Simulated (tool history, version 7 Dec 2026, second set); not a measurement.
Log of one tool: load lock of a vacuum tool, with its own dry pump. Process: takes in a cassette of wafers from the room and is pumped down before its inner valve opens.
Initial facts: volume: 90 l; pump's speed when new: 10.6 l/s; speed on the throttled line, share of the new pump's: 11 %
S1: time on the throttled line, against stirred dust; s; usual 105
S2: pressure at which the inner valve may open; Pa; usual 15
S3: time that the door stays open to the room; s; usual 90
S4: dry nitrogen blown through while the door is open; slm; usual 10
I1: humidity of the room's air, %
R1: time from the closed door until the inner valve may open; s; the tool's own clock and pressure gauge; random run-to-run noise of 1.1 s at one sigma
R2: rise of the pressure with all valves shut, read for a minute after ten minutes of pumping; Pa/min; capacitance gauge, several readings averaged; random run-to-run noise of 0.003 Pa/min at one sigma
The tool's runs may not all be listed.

Run 1, hour 0: usual settings; I1 44.7. Result: R1 168.8 s, R2 0.074 Pa/min.
Run 2, hour 69.3: usual settings; I1 47.6. Result: R1 166.9 s, R2 0.078 Pa/min.
Run 3, hour 157.7: usual settings; I1 48.9. Result: R1 170.3 s, R2 0.079 Pa/min.
Run 4, hour 240.1: usual settings; I1 41.2. Result: R1 169.4 s, R2 0.078 Pa/min.
Run 5, hour 374.7: usual settings; I1 43.7. Result: R1 169.7 s, R2 0.081 Pa/min.
Run 6, hour 514: usual settings but S3 160 s; I1 48.1. Result: R1 170.7 s, R2 0.119 Pa/min.
Run 7, hour 610.9: usual settings but S3 160 s; I1 46.1. Result: R1 170.4 s, R2 0.111 Pa/min.
Run 8, hour 733.2: usual settings; I1 43. Result: R1 171.4 s, R2 0.076 Pa/min.
Run 9, hour 841.9: usual settings; I1 46.3. Result: R1 169.9 s, R2 0.078 Pa/min.
Run 10, hour 964.6: usual settings; I1 46.9. Result: R1 169.9 s, R2 0.087 Pa/min.
Run 11, hour 1033.7: usual settings; I1 44.1. Result: R1 169 s, R2 0.086 Pa/min.
Run 12, hour 1143.2: usual settings but S3 98 s; I1 46.6. Result: R1 174.1 s, R2 0.094 Pa/min.
Run 13, hour 1230.1: usual settings but S3 98 s; I1 42.1. Result: R1 169.5 s, R2 0.094 Pa/min.
Run 14, hour 1348.8: usual settings; I1 44.3. Result: R1 169 s, R2 0.091 Pa/min.
Run 15, hour 1457: usual settings; I1 45.2. Result: R1 171.1 s, R2 0.084 Pa/min.
Run 16, hour 1522.4: usual settings; I1 43.4. Result: R1 170.5 s, R2 0.092 Pa/min.
Run 17, hour 1667.8: usual settings; I1 46.5. Result: R1 171.5 s, R2 0.095 Pa/min.
Run 18, hour 1764.6: usual settings; I1 45. Result: R1 172.4 s, R2 0.096 Pa/min.
Run 19, hour 1850.4: usual settings; I1 43.1. Result: R1 170.8 s, R2 0.097 Pa/min.
Run 20, hour 1950.1: usual settings but S2 11 Pa, S4 4 slm; I1 47. Result: R1 173.6 s, R2 0.109 Pa/min.
Run 21, hour 2087.1: usual settings but S2 11 Pa, S4 4 slm; I1 45.9. Result: R1 176.6 s, R2 0.112 Pa/min.
Run 22, hour 2187.8: usual settings but S2 11 Pa, S4 4 slm; I1 46.2. Result: R1 173.6 s, R2 0.109 Pa/min.
Run 23, hour 2317.3: usual settings but S2 11 Pa, S4 4 slm; I1 45.3. Result: R1 175.3 s, R2 0.114 Pa/min.
Run 24, hour 2418.2: usual settings but S2 11 Pa, S4 4 slm; I1 45.4. Result: R1 173.8 s, R2 0.117 Pa/min.

Run 25 is up next; what results do you expect?
Run 25, hour 2491.3: usual settings but S2 14 Pa, S3 33 s; I1 43. Result: R1 ?, R2 ?.

Run 25 measured R1 171.9 s, R2 0.081 Pa/min.
Were there no unlogged condition in the tool, this run, its random variation unchanged, would have produced R1 168.7 s, R2 0.025 Pa/min.

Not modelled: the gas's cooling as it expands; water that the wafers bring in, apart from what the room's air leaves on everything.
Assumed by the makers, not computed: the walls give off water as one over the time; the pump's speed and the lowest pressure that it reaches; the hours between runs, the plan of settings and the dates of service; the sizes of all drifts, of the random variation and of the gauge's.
